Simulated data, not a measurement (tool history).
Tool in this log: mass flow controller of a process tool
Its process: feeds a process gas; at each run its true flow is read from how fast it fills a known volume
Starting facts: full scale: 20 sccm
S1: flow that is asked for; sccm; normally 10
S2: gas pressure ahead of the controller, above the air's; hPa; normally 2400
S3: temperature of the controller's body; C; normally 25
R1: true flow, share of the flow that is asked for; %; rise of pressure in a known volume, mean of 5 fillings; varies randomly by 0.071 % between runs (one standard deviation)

run,hour,S1,S2,S3,R1
1,0,10,2400,25,100.06
2,373.5,10,2400,25,99.86
3,848,10,2130,25,99.59
4,1079.9,10,2130,30,99.75
5,1365,5,2130,30,99.52
6,1685.2,5,2130,30,99.55
7,2007.6,5,2200,30,99.39
8,2344.8,10,2400,26,99.39
9,2604.8,10,2750,25,99.51
10,3001.4,10,2750,25,99.32
11,3416.6,18,2320,24,99.1
12,3883.8,18,2320,24,98.96
13,4308.6,10,2400,29,98.89
14,4632,4,2400,25,98.42
15,4969.1,4,2400,25,98.3
16,5303.7,4,2400,25,98.25
17,5505.7,4,1490,25,97.53
18,5707.9,3,2400,25,98.06
19,5973.8,3,2620,21,97.88

What would each run have given without the hidden state, its run-to-run variation left as it was?
The hidden state here: flow at rest that the sensor doesn't see, % of full scale; true flow over the shown one, %; drift of the gauge itself on true_pct, %.
run,R1
1,100.06
2,99.97
3,99.84
4,100.07
5,99.92
6,100.04
7,99.98
8,100.08
9,100.28
10,100.2
11,100.11
12,100.11
13,100.16
14,99.77
15,99.75
16,99.8
17,99.13
18,99.73
19,99.63
